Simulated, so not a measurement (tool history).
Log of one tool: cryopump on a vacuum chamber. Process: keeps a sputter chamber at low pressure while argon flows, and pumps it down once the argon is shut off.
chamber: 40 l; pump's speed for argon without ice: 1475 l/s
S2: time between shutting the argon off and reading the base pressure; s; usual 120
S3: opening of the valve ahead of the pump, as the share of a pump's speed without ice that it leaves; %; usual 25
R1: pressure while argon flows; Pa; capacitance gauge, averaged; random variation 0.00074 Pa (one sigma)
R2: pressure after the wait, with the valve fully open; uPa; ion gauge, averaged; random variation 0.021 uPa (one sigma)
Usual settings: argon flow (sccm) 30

{"run": 1, "day": 0.0, "argon flow (sccm)": 30, "S2": 120, "S3": 25, "R1": 0.1381, "R2": 0.46}
{"run": 2, "day": 2.817, "argon flow (sccm)": 30, "S2": 120, "S3": 25, "R1": 0.1392, "R2": 0.54}
{"run": 3, "day": 5.958, "argon flow (sccm)": 30, "S2": 120, "S3": 25, "R1": 0.141, "R2": 0.54}
{"run": 4, "day": 8.767, "argon flow (sccm)": 30, "S2": 271, "S3": 25, "R1": 0.1419, "R2": 0.44}
{"run": 5, "day": 10.479, "argon flow (sccm)": 30, "S2": 120, "S3": 25, "R1": 0.1427, "R2": 0.61}
{"run": 6, "day": 12.483, "argon flow (sccm)": 30, "S2": 120, "S3": 33, "R1": 0.1107, "R2": 0.56}
{"run": 7, "day": 15.429, "argon flow (sccm)": 30, "S2": 120, "S3": 33, "R1": 0.1122, "R2": 0.62}
{"run": 8, "day": 17.567, "argon flow (sccm)": 46, "S2": 120, "S3": 33, "R1": 0.1633, "R2": 0.57}
{"run": 9, "day": 19.629, "argon flow (sccm)": 46, "S2": 120, "S3": 33, "R1": 0.163, "R2": 0.56}
{"run": 10, "day": 22.192, "argon flow (sccm)": 30, "S2": 84, "S3": 25, "R1": 0.1409, "R2": 0.66}
{"run": 11, "day": 23.625, "argon flow (sccm)": 30, "S2": 120, "S3": 23, "R1": 0.1518, "R2": 0.6}
{"run": 12, "day": 25.708, "argon flow (sccm)": 30, "S2": 120, "S3": 23, "R1": 0.1561, "R2": 0.6}
{"run": 13, "day": 27.717, "argon flow (sccm)": 30, "S2": 120, "S3": 23, "R1": 0.1561, "R2": 0.65}
{"run": 14, "day": 30.75, "argon flow (sccm)": 30, "S2": 120, "S3": 23, "R1": 0.1573, "R2": 0.65}
{"run": 15, "day": 33.704, "argon flow (sccm)": 30, "S2": 120, "S3": 23, "R1": 0.1579, "R2": 0.68}
{"run": 16, "day": 37.062, "argon flow (sccm)": 30, "S2": 120, "S3": 23, "R1": 0.1527, "R2": 0.65}
{"run": 17, "day": 39.617, "argon flow (sccm)": 30, "S2": 120, "S3": 25, "R1": 0.1399, "R2": 0.6}
{"run": 18, "day": 42.612, "argon flow (sccm)": 30, "S2": 120, "S3": 25, "R1": 0.1416, "R2": 0.65}
{"run": 19, "day": 45.588, "argon flow (sccm)": 12, "S2": 120, "S3": 25, "R1": 0.058, "R2": 0.7}
{"run": 20, "day": 47.592, "argon flow (sccm)": 12, "S2": 120, "S3": 25, "R1": 0.0584, "R2": 0.73}
{"run": 21, "day": 49.325, "argon flow (sccm)": 12, "S2": 120, "S3": 25, "R1": 0.0581, "R2": 0.73}
{"run": 22, "day": 51.054, "argon flow (sccm)": 13, "S2": 45, "S3": 25, "R1": 0.0638, "R2": 1}
{"run": 23, "day": 54.075, "argon flow (sccm)": 13, "S2": 45, "S3": 25, "R1": 0.0601, "R2": 0.93}
{"run": 24, "day": 56.667, "argon flow (sccm)": 30, "S2": 66, "S3": 40, "R1": 0.0893, "R2": 0.81}
{"run": 25, "day": 59.592, "argon flow (sccm)": 30, "S2": 243, "S3": 37, "R1": 0.098, "R2": 0.56}
{"run": 26, "day": 61.296, "argon flow (sccm)": 42, "S2": 253, "S3": 53, "R1": 0.0979, "R2": 0.62}
{"run": 27, "day": 64.35, "argon flow (sccm)": 42, "S2": 253, "S3": 53, "R1": 0.1008, "R2": 0.63}
{"run": 28, "day": 67.283, "argon flow (sccm)": 19, "S2": 252, "S3": 21, "R1": 0.1104, "R2": 0.68}
{"run": 29, "day": 69.308, "argon flow (sccm)": 43, "S2": 120, "S3": 22, "R1": 0.2392, "R2": 0.74}
{"run": 30, "day": 71.521, "argon flow (sccm)": 45, "S2": 120, "S3": 46, "R1": 0.1158, "R2": 0.66}
{"run": 31, "day": 73.792, "argon flow (sccm)": 49, "S2": 271, "S3": 52, "R1": 0.1138, "R2": 0.64}
{"run": 32, "day": 75.538, "argon flow (sccm)": 49, "S2": 271, "S3": 52, "R1": 0.1149, "R2": 0.62}
{"run": 33, "day": 79.012, "argon flow (sccm)": 42, "S2": 120, "S3": 22, "R1": 0.2285, "R2": 0.78}
{"run": 34, "day": 81.154, "argon flow (sccm)": 23, "S2": 37, "S3": 41, "R1": 0.0706, "R2": 1.17}
{"run": 35, "day": 83.958, "argon flow (sccm)": 30, "S2": 120, "S3": 26, "R1": 0.1414, "R2": 0.8}

Taken out of this log: 4 entries between the listed runs. Where each belongs, and how the hidden state differs across it:
Between runs 7 and 8: pump warmed up, emptied and cooled again (day 17.342)
  pump's speed, % of a pump's without ice: 82 -> 99.7; cold plate's temperature, K: 13.36 -> 13.37; leak into the chamber, uPa l/s: 521 -> 527
  measured less the result without the state, R1: +0.0087 -> +0.0016 Pa; R2: +0.24 -> +0.16 uPa
Between runs 15 and 16: pump warmed up, emptied and cooled again (day 34.85)
  pump's speed, % of a pump's without ice: 80 -> 96.9; cold plate's temperature, K: 13.49 -> 13.52; leak into the chamber, uPa l/s: 581 -> 590
  measured less the result without the state, R1: +0.0098 -> +0.0023 Pa; R2: +0.3 -> +0.23 uPa
Between runs 22 and 23: pump warmed up, emptied and cooled again (day 52.4)
  pump's speed, % of a pump's without ice: 79.6 -> 97.9; cold plate's temperature, K: 13.62 -> 13.64; leak into the chamber, uPa l/s: 639 -> 649
  measured less the result without the state, R1: +0.0044 -> +0.0008 Pa; R2: +0.35 -> +0.26 uPa
Between runs 29 and 30: pump warmed up, emptied and cooled again (day 69.846)
  pump's speed, % of a pump's without ice: 80.1 -> 97; cold plate's temperature, K: 13.75 -> 13.76; leak into the chamber, uPa l/s: 700 -> 707
  measured less the result without the state, R1: +0.0145 -> +0.0035 Pa; R2: +0.4 -> +0.3 uPa
